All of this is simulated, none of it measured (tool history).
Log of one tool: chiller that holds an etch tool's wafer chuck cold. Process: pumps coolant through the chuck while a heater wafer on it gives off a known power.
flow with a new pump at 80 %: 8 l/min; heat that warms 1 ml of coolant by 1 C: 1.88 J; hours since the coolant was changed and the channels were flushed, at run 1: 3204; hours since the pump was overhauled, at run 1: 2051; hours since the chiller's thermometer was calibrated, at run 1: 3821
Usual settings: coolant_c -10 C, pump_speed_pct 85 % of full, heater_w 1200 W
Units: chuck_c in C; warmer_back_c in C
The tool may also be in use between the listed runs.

run	hour	coolant_c	pump_speed_pct	heater_w	hours since the coolant was changed and the channels were flushed	hours since the pump was overhauled	hours since the chiller's thermometer was calibrated	chuck_c	warmer_back_c
1	0	-10	85	1200	3204	2051	3821	-1.5	4.58
2	110.7	-5	85	1200	3315	2162	3932	3.6	4.55
3	215.5	-5	85	1200	3420	2266	4036	3.6	4.62
4	362.5	-5	85	1200	3567	2413	4183	3.6	4.61
5	473	-5	85	1200	3677	2524	4294	3.5	4.63
6	564.2	-4	85	1200	3769	2615	4385	4.5	4.57
7	721.8	-4	85	1200	3926	2773	4543	4.6	4.58
8	876.7	-4	85	1200	4081	2927	4698	4.7	4.56
# hour 1001: chiller's thermometer calibrated
9	1027.4	-10	75	1200	4231	3077	26	0	5.29
10	1179.8	-10	85	1200	4383	3230	179	-0.8	4.64
11	1269.7	-10	73	1200	4473	3320	269	0.4	5.5
12	1445.4	-10	85	1200	4649	3495	444	-0.7	4.63
13	1611.5	-10	85	1200	4815	3661	611	-0.8	4.62
14	1767.2	-10	85	1200	4971	3817	766	-0.7	4.66
15	1976	-10	85	1684	5179	4026	975	3.1	6.49

Run 16 comes next. What will it give?
16	2100.3	-14	85	1200	5304	4150	1099	?	?

{"run 16": {"chuck_c": -4.7, "warmer_back_c": 4.71}}
Without the tool's hidden state the same run would have given chuck_c -5.5 C, warmer_back_c 4.54 C.

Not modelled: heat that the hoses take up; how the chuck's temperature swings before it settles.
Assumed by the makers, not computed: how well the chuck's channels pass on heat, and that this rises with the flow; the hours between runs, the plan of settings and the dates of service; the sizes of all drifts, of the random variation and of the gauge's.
